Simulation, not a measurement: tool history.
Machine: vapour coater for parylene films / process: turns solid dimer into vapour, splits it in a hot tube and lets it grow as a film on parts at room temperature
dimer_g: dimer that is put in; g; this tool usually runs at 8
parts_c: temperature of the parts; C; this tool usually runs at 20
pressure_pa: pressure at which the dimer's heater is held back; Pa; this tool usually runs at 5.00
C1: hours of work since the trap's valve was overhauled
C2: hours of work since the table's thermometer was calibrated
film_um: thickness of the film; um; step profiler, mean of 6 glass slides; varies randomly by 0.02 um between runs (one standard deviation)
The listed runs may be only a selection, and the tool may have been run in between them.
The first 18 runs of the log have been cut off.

Run 19, hour 304.7: usual settings but pressure_pa 5.68 Pa; C1 243; C2 571. Result: film_um 2.42 um.
Run 20, hour 317.1: usual settings but pressure_pa 5.68 Pa; C1 251; C2 579. Result: film_um 2.44 um.
Run 21, hour 339.4: usual settings but pressure_pa 5.68 Pa; C1 265; C2 593. Result: film_um 2.40 um.
Run 22, hour 361.9: usual settings but pressure_pa 5.68 Pa; C1 279; C2 608. Result: film_um 2.41 um.
Run 23, hour 380.1: usual settings but pressure_pa 5.68 Pa; C1 291; C2 619. Result: film_um 2.42 um.
Run 24, hour 389.4: usual settings but dimer_g 13 g, pressure_pa 10.26 Pa; C1 297; C2 625. Result: film_um 3.77 um.
Run 25, hour 399.5: usual settings but dimer_g 13 g, pressure_pa 10.26 Pa; C1 304; C2 632. Result: film_um 3.79 um.
Run 26, hour 416.7: usual settings but dimer_g 13 g, pressure_pa 10.26 Pa; C1 315; C2 643. Result: film_um 3.79 um.
Run 27, hour 439.5: usual settings but dimer_g 5 g, pressure_pa 11.06 Pa; C1 329; C2 657. Result: film_um 1.45 um.
Run 28, hour 452.9: usual settings but dimer_g 9 g, pressure_pa 2.46 Pa; C1 338; C2 666. Result: film_um 2.81 um.
Run 29, hour 471.6: usual settings but dimer_g 7 g, pressure_pa 2.46 Pa; C1 350; C2 678. Result: film_um 2.21 um.
Run 30, hour 490.5: usual settings but dimer_g 5 g, parts_c 18 C, pressure_pa 2.38 Pa; C1 362; C2 690. Result: film_um 1.68 um.
Run 31, hour 500.4: usual settings but dimer_g 3 g, parts_c 18 C, pressure_pa 7.73 Pa; C1 369; C2 697. Result: film_um 0.91 um.
Run 32, hour 510.0: usual settings but dimer_g 5 g, parts_c 18 C, pressure_pa 4.10 Pa; C1 375; C2 703. Result: film_um 1.63 um.
Run 33, hour 520.4: usual settings but dimer_g 9 g, pressure_pa 4.37 Pa; C1 381; C2 710. Result: film_um 2.78 um.
Run 34, hour 542.6: usual settings but dimer_g 9 g, pressure_pa 4.37 Pa; C1 396; C2 724. Result: film_um 2.74 um.
Run 35, hour 561.1: usual settings but dimer_g 6 g, parts_c 30 C, pressure_pa 2.04 Pa; C1 408; C2 736. Result: film_um 1.48 um.
Run 36, hour 581.7: usual settings but dimer_g 3 g, parts_c 13 C, pressure_pa 3.76 Pa; C1 421; C2 749. Result: film_um 1.10 um.
Run 37, hour 598.6: usual settings but dimer_g 3 g, parts_c 13 C, pressure_pa 3.76 Pa; C1 432; C2 760. Result: film_um 1.13 um.
Run 38, hour 613.8: usual settings but dimer_g 5 g, pressure_pa 3.89 Pa; C1 442; C2 770. Result: film_um 1.55 um.
Run 39, hour 633.1: usual settings but parts_c 16 C; C1 454; C2 782. Result: film_um 2.64 um.
Run 40, hour 653.3: usual settings but dimer_g 7 g, parts_c 16 C, pressure_pa 3.81 Pa; C1 467; C2 795. Result: film_um 2.41 um.
Run 41, hour 666.3: usual settings but dimer_g 13 g, parts_c 14 C, pressure_pa 9.37 Pa; C1 475; C2 803. Result: film_um 4.41 um.
Run 42, hour 679.6: usual settings but dimer_g 4 g, parts_c 22 C; C1 484; C2 812. Result: film_um 1.15 um.

What does the tool deliver on the next run?
Run 43, hour 701.4: usual settings but dimer_g 10 g, parts_c 24 C, pressure_pa 4.57 Pa; C1 498; C2 826. Result: film_um ?.

{"run 43": {"film_um": 2.75}}
Minus the tool's unlogged condition, the same run would have read film_um 2.76 um.
